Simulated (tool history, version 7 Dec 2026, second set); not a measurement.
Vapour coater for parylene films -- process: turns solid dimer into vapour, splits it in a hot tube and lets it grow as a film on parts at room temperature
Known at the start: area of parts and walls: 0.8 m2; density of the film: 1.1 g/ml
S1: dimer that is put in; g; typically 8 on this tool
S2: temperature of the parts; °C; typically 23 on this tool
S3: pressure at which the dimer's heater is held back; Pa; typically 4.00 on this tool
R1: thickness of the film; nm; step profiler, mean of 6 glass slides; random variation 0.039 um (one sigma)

run,hour,S1,S2,S3,R1
1,0.0,8,23,4.00,4880
2,21.8,8,23,6.74,4210
3,39.4,8,23,6.74,4240
4,53.3,8,23,6.74,4270
5,74.8,8,23,6.74,4220
# hour 80.7: trap's valve overhauled
6,102.6,8,23,6.74,4210
7,112.5,8,23,6.74,4240
8,125.2,9,23,7.26,4570
9,140.3,7,29,9.99,2730

The next listed run, before its measurement:
10,154.1,9,25,4.00,?

R1: 4950 nm
Take away the tool's hidden state, keep the run-to-run variation as it was, and the same run would have given R1 5150 nm.
